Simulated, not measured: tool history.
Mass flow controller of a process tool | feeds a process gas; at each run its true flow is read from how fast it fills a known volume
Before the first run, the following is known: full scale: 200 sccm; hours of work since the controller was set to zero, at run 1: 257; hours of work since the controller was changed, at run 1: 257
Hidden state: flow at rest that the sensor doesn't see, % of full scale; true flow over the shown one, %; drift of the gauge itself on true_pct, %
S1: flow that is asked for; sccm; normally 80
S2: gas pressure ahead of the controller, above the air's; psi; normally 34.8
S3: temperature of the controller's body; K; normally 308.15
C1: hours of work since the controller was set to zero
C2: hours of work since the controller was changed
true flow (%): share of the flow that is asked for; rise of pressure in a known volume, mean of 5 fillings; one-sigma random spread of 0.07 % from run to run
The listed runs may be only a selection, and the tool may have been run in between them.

run 1 day=0.000 | S1=80 S2=34.8 S3=308.15 | C1=257 C2=257 | true_flow_(%)=98.14
run 2 day=2.929 | S1=80 S2=34.8 S3=308.15 | C1=293 C2=293 | true_flow_(%)=98.23
run 3 day=5.692 | S1=80 S2=34.8 S3=308.15 | C1=327 C2=327 | true_flow_(%)=98.21
run 4 day=7.875 | S1=80 S2=34.8 S3=308.15 | C1=353 C2=353 | true_flow_(%)=98.05
run 5 day=11.529 | S1=80 S2=34.8 S3=308.15 | C1=398 C2=398 | true_flow_(%)=98.06
-- day=11.904 controller's zero set anew
run 6 day=14.183 | S1=33 S2=34.8 S3=308.15 | C1=28 C2=430 | true_flow_(%)=97.51
run 7 day=17.558 | S1=33 S2=38.3 S3=301.15 | C1=69 C2=471 | true_flow_(%)=98.12
-- day=18.338 controller's zero set anew, once more
run 8 day=19.204 | S1=33 S2=38.3 S3=301.15 | C1=11 C2=491 | true_flow_(%)=98.75

Run 9 is up next; what results do you expect?
run 9 day=20.804 | S1=148 S2=34.8 S3=297.15 | C1=30 C2=511 | true_flow_(%)=?

{"run 9": {"true flow (%)": 99.63}}
The same run, on a tool lacking any hidden state, would have yielded true flow (%) 99.47.

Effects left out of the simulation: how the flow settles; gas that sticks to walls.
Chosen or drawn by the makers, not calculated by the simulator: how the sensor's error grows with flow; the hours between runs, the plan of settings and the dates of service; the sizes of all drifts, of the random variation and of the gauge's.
